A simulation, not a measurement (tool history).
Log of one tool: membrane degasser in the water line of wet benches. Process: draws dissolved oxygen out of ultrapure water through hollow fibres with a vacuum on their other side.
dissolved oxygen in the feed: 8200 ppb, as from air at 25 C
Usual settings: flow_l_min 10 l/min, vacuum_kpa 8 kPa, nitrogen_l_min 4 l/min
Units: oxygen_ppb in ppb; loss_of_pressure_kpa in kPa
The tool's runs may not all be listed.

run	day	flow_l_min	vacuum_kpa	nitrogen_l_min	oxygen_ppb	loss_of_pressure_kpa
1	0	10	8	4	94.2	42.23
2	3.492	10	8	4	93.9	42.59
3	5.942	10	8	4	94	41.97
4	10.925	10	8	4	94.7	42.71
5	16.388	10	11.94	4	115.5	42.97
6	19.129	10	11.94	4	117.4	42.9
7	22.321	10	8	4	93.2	42.89
8	27.742	10	8	2.71	107.2	43.08
9	31.542	10	8	2.71	108	43
10	34.262	10	8	2.71	107.6	43.57
11	39.883	10	8	2.71	106.4	43.07
12	42.8	10	8	2.71	108	43.32
# day 47.346: gauge calibrated
13	48.333	10	8	1.66	132.6	42.38
14	53	10	8	1.66	131.3	42.23
15	57.592	10	7.38	4	90.4	42.61
16	60.946	10	7.38	4	89.7	42.64
17	63.883	10	7.38	1.88	116.9	42.5
18	68.075	10	7.38	1.88	118.3	42.71
19	72.729	15	7.38	6.53	202	64.29
20	77.321	15	7.38	6.53	200.8	64.57
21	82.267	10	7.98	4	92.2	43.27
22	87.308	15	8	4	220.5	65.02
23	90.338	10	10.14	2.38	135.8	43.24
24	94.238	7	16.22	1.64	156.8	30.32
25	99.054	7	10.74	1.64	99.5	30.63
26	103.317	7	8.88	2.1	66.9	30.39
27	105.754	10	8	2.85	106.8	43.38
28	108.671	10	8	2.85	105.7	43.86
29	113.904	10	8	11.08	74.2	44.1
30	117.654	10	6.19	4	81.6	44.18
31	120.317	12	5.4	5.6	118.7	53.22
32	125.246	12	5.4	5.6	116.2	53.32

3 ways to go on from here, each from the tool as it stands after run 32. What would each give?
A	128.471	16	5.43	4	?	?
B	128.471	11	5.4	6.7	?	?
C	128.471	15	8	3.66	?	?

run	oxygen_ppb	loss_of_pressure_kpa
A	227.5	70.66
B	93.5	49.01
C	224.9	66.73
Without the tool's hidden state the same runs would have given:
run	oxygen_ppb	loss_of_pressure_kpa
A	227.3	67.37
B	93.4	46.75
C	224.7	63.65

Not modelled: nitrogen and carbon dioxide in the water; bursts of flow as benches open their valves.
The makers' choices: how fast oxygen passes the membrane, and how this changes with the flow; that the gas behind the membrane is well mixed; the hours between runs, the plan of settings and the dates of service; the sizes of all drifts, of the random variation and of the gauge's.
